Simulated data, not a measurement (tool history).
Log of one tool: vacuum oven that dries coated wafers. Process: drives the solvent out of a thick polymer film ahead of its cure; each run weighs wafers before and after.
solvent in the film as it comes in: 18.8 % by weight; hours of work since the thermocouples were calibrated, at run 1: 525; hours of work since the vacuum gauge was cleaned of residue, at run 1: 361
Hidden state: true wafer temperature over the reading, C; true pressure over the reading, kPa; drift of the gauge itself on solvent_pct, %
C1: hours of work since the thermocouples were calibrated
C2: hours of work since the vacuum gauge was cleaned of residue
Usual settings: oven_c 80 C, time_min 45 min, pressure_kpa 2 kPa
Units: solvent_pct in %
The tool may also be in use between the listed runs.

{"run": 1, "hour": 0.0, "oven_c": 80, "time_min": 45, "pressure_kpa": 2, "C1": 525, "C2": 361, "solvent_pct": 1.48}
{"run": 2, "hour": 7.5, "oven_c": 80, "time_min": 45, "pressure_kpa": 2, "C1": 531, "C2": 367, "solvent_pct": 1.5}
{"run": 3, "hour": 17.8, "oven_c": 80, "time_min": 45, "pressure_kpa": 2, "C1": 539, "C2": 375, "solvent_pct": 1.47}
{"run": 4, "hour": 25.4, "oven_c": 80, "time_min": 45, "pressure_kpa": 2, "C1": 545, "C2": 381, "solvent_pct": 1.51}
{"run": 5, "hour": 33.7, "oven_c": 80, "time_min": 45, "pressure_kpa": 2, "C1": 551, "C2": 387, "solvent_pct": 1.5}
{"run": 6, "hour": 40.8, "oven_c": 70, "time_min": 45, "pressure_kpa": 2, "C1": 556, "C2": 392, "solvent_pct": 3.77}
{"run": 7, "hour": 46.5, "oven_c": 70, "time_min": 45, "pressure_kpa": 2, "C1": 561, "C2": 397, "solvent_pct": 3.75}
{"run": 8, "hour": 56.8, "oven_c": 70, "time_min": 45, "pressure_kpa": 2, "C1": 569, "C2": 405, "solvent_pct": 3.78}
{"run": 9, "hour": 62.0, "oven_c": 70, "time_min": 45, "pressure_kpa": 2, "C1": 573, "C2": 409, "solvent_pct": 3.76}
{"run": 10, "hour": 71.6, "oven_c": 94, "time_min": 45, "pressure_kpa": 2, "C1": 580, "C2": 416, "solvent_pct": 0.55}
{"run": 11, "hour": 80.3, "oven_c": 80, "time_min": 45, "pressure_kpa": 2, "C1": 587, "C2": 423, "solvent_pct": 1.52}
{"run": 12, "hour": 86.8, "oven_c": 80, "time_min": 45, "pressure_kpa": 2, "C1": 592, "C2": 428, "solvent_pct": 1.53}
{"run": 13, "hour": 96.4, "oven_c": 80, "time_min": 45, "pressure_kpa": 2, "C1": 599, "C2": 435, "solvent_pct": 1.54}
{"run": 14, "hour": 107.1, "oven_c": 80, "time_min": 45, "pressure_kpa": 2, "C1": 607, "C2": 443, "solvent_pct": 1.53}
{"run": 15, "hour": 116.1, "oven_c": 80, "time_min": 45, "pressure_kpa": 2, "C1": 614, "C2": 450, "solvent_pct": 1.54}
{"run": 16, "hour": 127.6, "oven_c": 91, "time_min": 45, "pressure_kpa": 2.79, "C1": 623, "C2": 459, "solvent_pct": 0.85}
{"hour": 135.1, "done": "oven's thermocouples calibrated"}
{"run": 17, "hour": 139.4, "oven_c": 80, "time_min": 36, "pressure_kpa": 3.67, "C1": 3, "C2": 467, "solvent_pct": 2.85}
{"run": 18, "hour": 144.7, "oven_c": 68, "time_min": 23, "pressure_kpa": 3.67, "C1": 7, "C2": 471, "solvent_pct": 8.76}
{"run": 19, "hour": 151.2, "oven_c": 82, "time_min": 26, "pressure_kpa": 1.34, "C1": 12, "C2": 476, "solvent_pct": 2.67}
{"run": 20, "hour": 160.0, "oven_c": 72, "time_min": 36, "pressure_kpa": 4.11, "C1": 19, "C2": 483, "solvent_pct": 5.39}
{"run": 21, "hour": 168.9, "oven_c": 72, "time_min": 36, "pressure_kpa": 4.11, "C1": 26, "C2": 489, "solvent_pct": 5.43}
{"run": 22, "hour": 179.0, "oven_c": 83, "time_min": 60, "pressure_kpa": 2.02, "C1": 34, "C2": 497, "solvent_pct": 0.95}
{"run": 23, "hour": 187.4, "oven_c": 83, "time_min": 60, "pressure_kpa": 3.38, "C1": 40, "C2": 504, "solvent_pct": 1.47}
{"hour": 192.4, "done": "oven's thermocouples calibrated, once more"}
{"run": 24, "hour": 195.3, "oven_c": 83, "time_min": 60, "pressure_kpa": 3.38, "C1": 2, "C2": 508, "solvent_pct": 1.31}
{"run": 25, "hour": 205.6, "oven_c": 83, "time_min": 60, "pressure_kpa": 3.38, "C1": 10, "C2": 516, "solvent_pct": 1.34}
{"run": 26, "hour": 216.4, "oven_c": 83, "time_min": 60, "pressure_kpa": 3.38, "C1": 18, "C2": 524, "solvent_pct": 1.31}
{"run": 27, "hour": 224.5, "oven_c": 83, "time_min": 60, "pressure_kpa": 3.38, "C1": 25, "C2": 531, "solvent_pct": 1.32}
{"run": 28, "hour": 231.5, "oven_c": 88, "time_min": 43, "pressure_kpa": 5.37, "C1": 30, "C2": 536, "solvent_pct": 1.7}
{"run": 29, "hour": 243.0, "oven_c": 88, "time_min": 40, "pressure_kpa": 2.52, "C1": 39, "C2": 545, "solvent_pct": 0.92}

5 ways to go on from here, each from the tool as it stands after run 29. What would each give?
{"run": "A", "hour": 253.5, "oven_c": 66, "time_min": 57, "pressure_kpa": 1.5, "C1": 47, "C2": 553, "solvent_pct": "?"}
{"run": "B", "hour": 253.5, "oven_c": 78, "time_min": 25, "pressure_kpa": 2, "C1": 47, "C2": 553, "solvent_pct": "?"}
{"run": "C", "hour": 253.5, "oven_c": 75, "time_min": 63, "pressure_kpa": 1.41, "C1": 47, "C2": 553, "solvent_pct": "?"}
{"run": "D", "hour": 253.5, "oven_c": 67, "time_min": 40, "pressure_kpa": 1.84, "C1": 47, "C2": 553, "solvent_pct": "?"}
{"run": "E", "hour": 253.5, "oven_c": 86, "time_min": 40, "pressure_kpa": 2.52, "C1": 47, "C2": 553, "solvent_pct": "?"}

run=A solvent_pct=3.23
run=B solvent_pct=3.6
run=C solvent_pct=1.18
run=D solvent_pct=4.68
run=E solvent_pct=1.08
Without the tool's hidden state the same runs would have given:
run=A solvent_pct=3.13
run=B solvent_pct=3.54
run=C solvent_pct=1.1
run=D solvent_pct=4.6
run=E solvent_pct=1.03
